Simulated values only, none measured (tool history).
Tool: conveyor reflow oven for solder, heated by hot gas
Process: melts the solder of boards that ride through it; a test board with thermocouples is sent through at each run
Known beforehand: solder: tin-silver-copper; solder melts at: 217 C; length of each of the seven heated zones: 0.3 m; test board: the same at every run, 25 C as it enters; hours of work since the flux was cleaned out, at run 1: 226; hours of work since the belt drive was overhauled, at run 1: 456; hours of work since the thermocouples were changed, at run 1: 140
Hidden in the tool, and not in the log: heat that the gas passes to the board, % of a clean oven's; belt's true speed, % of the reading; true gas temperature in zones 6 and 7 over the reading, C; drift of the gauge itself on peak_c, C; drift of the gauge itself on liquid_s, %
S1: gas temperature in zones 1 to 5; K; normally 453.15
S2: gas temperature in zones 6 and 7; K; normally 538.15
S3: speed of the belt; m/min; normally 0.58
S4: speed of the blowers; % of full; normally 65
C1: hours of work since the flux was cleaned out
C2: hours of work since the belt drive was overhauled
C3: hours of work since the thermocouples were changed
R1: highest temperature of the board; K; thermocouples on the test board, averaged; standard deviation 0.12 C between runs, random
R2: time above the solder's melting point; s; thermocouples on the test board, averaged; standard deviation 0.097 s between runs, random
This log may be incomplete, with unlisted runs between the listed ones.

| run | day | S1 | S2 | S3 | S4 | C1 | C2 | C3 | R1 | R2 |
|---|---|---|---|---|---|---|---|---|---|---|
| 1 | 0 | 453.15 | 538.15 | 0.58 | 65 | 226 | 456 | 140 | 518.95 | 43.29 |
| 2 | 0.258 | 453.15 | 538.15 | 0.58 | 65 | 229 | 459 | 143 | 519.05 | 43.26 |
| 3 | 0.746 | 453.15 | 538.15 | 0.58 | 65 | 234 | 464 | 148 | 519.35 | 43.19 |
| 4 | 1.258 | 442.15 | 538.15 | 0.58 | 65 | 239 | 469 | 153 | 516.55 | 37.85 |
| 5 | 1.517 | 453.15 | 538.15 | 0.58 | 65 | 242 | 472 | 156 | 519.05 | 43.24 |
| 6 | 2.008 | 463.15 | 538.15 | 0.58 | 65 | 247 | 477 | 161 | 521.15 | 48.66 |
| 7 | 2.492 | 453.15 | 538.15 | 0.58 | 65 | 252 | 482 | 166 | 519.05 | 43.2 |
| 8 | 2.85 | 453.15 | 538.15 | 0.58 | 65 | 255 | 485 | 169 | 518.95 | 43.23 |
| 9 | 3.079 | 453.15 | 538.15 | 0.58 | 65 | 258 | 488 | 172 | 518.95 | 43.18 |
| 10 | 3.412 | 453.15 | 531.15 | 0.699 | 65 | 261 | 491 | 175 | 506.55 | 24.47 |
| 11 | 3.688 | 453.15 | 531.15 | 0.699 | 65 | 264 | 494 | 178 | 506.65 | 24.62 |

Run 12 is up next; what results do you expect?
| 12 | 3.988 | 453.15 | 531.15 | 0.493 | 65 | 267 | 497 | 181 | ? | ? |

{"run 12": {"R1": 518.25, "R2": 51.76}}
If the tool had no hidden condition, the same run with the same run-to-run variation would have returned R1 518.45 K, R2 51.93 s.

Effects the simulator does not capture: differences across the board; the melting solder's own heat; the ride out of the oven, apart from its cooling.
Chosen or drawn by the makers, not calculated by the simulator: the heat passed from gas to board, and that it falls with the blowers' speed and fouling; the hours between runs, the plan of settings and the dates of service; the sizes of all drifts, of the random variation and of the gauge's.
